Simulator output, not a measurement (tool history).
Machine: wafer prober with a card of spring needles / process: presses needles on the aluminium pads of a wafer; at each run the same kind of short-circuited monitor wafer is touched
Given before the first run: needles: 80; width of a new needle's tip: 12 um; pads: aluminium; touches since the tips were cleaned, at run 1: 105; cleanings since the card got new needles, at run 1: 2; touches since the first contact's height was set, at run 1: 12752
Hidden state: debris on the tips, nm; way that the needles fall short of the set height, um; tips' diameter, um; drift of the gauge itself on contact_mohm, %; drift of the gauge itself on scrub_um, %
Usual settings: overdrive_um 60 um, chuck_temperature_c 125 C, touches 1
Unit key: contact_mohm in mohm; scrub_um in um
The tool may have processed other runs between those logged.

run,day,overdrive_um,chuck_temperature_c,touches,touches since the tips were cleaned,cleanings since the card got new needles,touches since the first contact's height was set,contact_mohm,scrub_um
1,0.000,60,125,1,105,2,12752,165,10.89
2,0.300,60,125,1,1177,2,13824,166,10.97
3,0.633,60,125,1,2349,2,14996,164,10.94
4,0.938,60,125,1,3437,2,16084,163,11.04
5,1.258,60,29,1,4566,2,17213,148,11.02
# day 1.633: tips cleaned on abrasive film
6,1.738,60,29,1,372,3,18910,148,10.94
7,2.200,60,29,1,2007,3,20545,147,10.98
8,2.483,60,29,1,3010,3,21548,147,10.97
9,2.838,60,29,1,4276,3,22814,147,11.19
10,3.200,60,29,1,5565,3,24103,145,11.03
# day 3.308: tips cleaned on abrasive film
11,3.721,60,29,1,1452,4,25924,149,11.06
12,4.125,60,29,1,2889,4,27361,148,11.02
13,4.467,60,29,1,4109,4,28581,150,11.17
14,4.842,60,29,1,5434,4,29906,148,11.14
# day 4.962: tips cleaned on abrasive film
15,5.242,60,29,1,986,5,31311,148,11.03
16,5.567,60,29,1,2144,5,32469,150,11.11
17,5.817,60,125,1,3029,5,33354,163,11.23
18,6.238,60,125,1,4528,5,34853,164,11.21
19,6.492,60,125,1,5432,5,35757,165,11.15
# day 6.617: tips cleaned on abrasive film
20,7.012,71,111,1,1407,6,37583,160,13.29
21,7.442,60,84,1,2938,6,39114,159,11.12
22,7.838,60,84,1,4344,6,40520,158,11.16
# day 8.279: tips cleaned on abrasive film
23,8.283,76,40,1,11,7,42081,148,14.14
24,8.758,75,60,3,1697,7,43767,150,14.05
25,8.967,75,60,3,2447,7,44517,150,14.04
26,9.346,75,60,3,3793,7,45863,150,14.06
27,9.717,60,39,1,5108,7,47178,149,11.29
# day 9.929: tips cleaned on abrasive film
28,9.971,60,39,1,146,8,48061,151,11.29
29,10.396,50,38,2,1651,8,49566,150,9.37
30,10.662,73,34,1,2604,8,50519,146,13.67
31,11.004,60,125,2,3816,8,51731,167,11.25
# day 11.175: gauge calibrated
32,11.525,42,125,3,5660,8,53575,171,7.66
# day 11.604: tips cleaned on abrasive film
33,11.917,42,125,3,1120,9,54958,172,7.63
34,12.188,42,115,1,2072,9,55910,171,7.77

Across each entry between runs, compare the hidden state at the last listed run before it with the hidden state at the first listed run after it:
Logged between run 5 and run 6: tips cleaned on abrasive film (day 1.633)
  debris on the tips, nm: 0.5 -> 0.1; drift of the gauge itself on scrub_um, %: 0.34 -> 0.47
  the result without the hidden state subtracted from the measured one, scrub_um: +0.03 -> +0.05 um
Logged between run 10 and run 11: tips cleaned on abrasive film (day 3.308)
  debris on the tips, nm: 0.6 -> 0.3; drift of the gauge itself on scrub_um, %: 0.86 -> 1
  the result without the hidden state subtracted from the measured one, scrub_um: +0.10 -> +0.11 um
Logged between run 14 and run 15: tips cleaned on abrasive film (day 4.962)
  debris on the tips, nm: 0.6 -> 0.2; drift of the gauge itself on scrub_um, %: 1.3 -> 1.4
  the result without the hidden state subtracted from the measured one, scrub_um: +0.14 -> +0.15 um
Logged between run 19 and run 20: tips cleaned on abrasive film (day 6.617)
  debris on the tips, nm: 0.6 -> 0.2; drift of the gauge itself on scrub_um, %: 1.74 -> 1.88
  the result without the hidden state subtracted from the measured one, scrub_um: +0.19 -> +0.24 um
Logged between run 22 and run 23: tips cleaned on abrasive film (day 8.279)
  debris on the tips, nm: 0.5 -> 0.1; drift of the gauge itself on scrub_um, %: 2.1 -> 2.22
  the result without the hidden state subtracted from the measured one, scrub_um: +0.23 -> +0.30 um
Logged between run 27 and run 28: tips cleaned on abrasive film (day 9.929)
  debris on the tips, nm: 0.6 -> 0; drift of the gauge itself on scrub_um, %: 2.6 -> 2.67
  the result without the hidden state subtracted from the measured one, scrub_um: +0.28 -> +0.29 um
Logged between run 31 and run 32: gauge calibrated (day 11.175)
  debris on the tips, nm: 0.5 -> 0.6; drift of the gauge itself on scrub_um, %: 2.95 -> 0.09
  the result without the hidden state subtracted from the measured one, scrub_um: +0.33 -> +0.01 um
Logged between run 32 and run 33: tips cleaned on abrasive film (day 11.604)
  debris on the tips, nm: 0.6 -> 0.2; drift of the gauge itself on scrub_um, %: 0.09 -> 0.2
  the result without the hidden state subtracted from the measured one, scrub_um: +0.01 -> +0.01 um

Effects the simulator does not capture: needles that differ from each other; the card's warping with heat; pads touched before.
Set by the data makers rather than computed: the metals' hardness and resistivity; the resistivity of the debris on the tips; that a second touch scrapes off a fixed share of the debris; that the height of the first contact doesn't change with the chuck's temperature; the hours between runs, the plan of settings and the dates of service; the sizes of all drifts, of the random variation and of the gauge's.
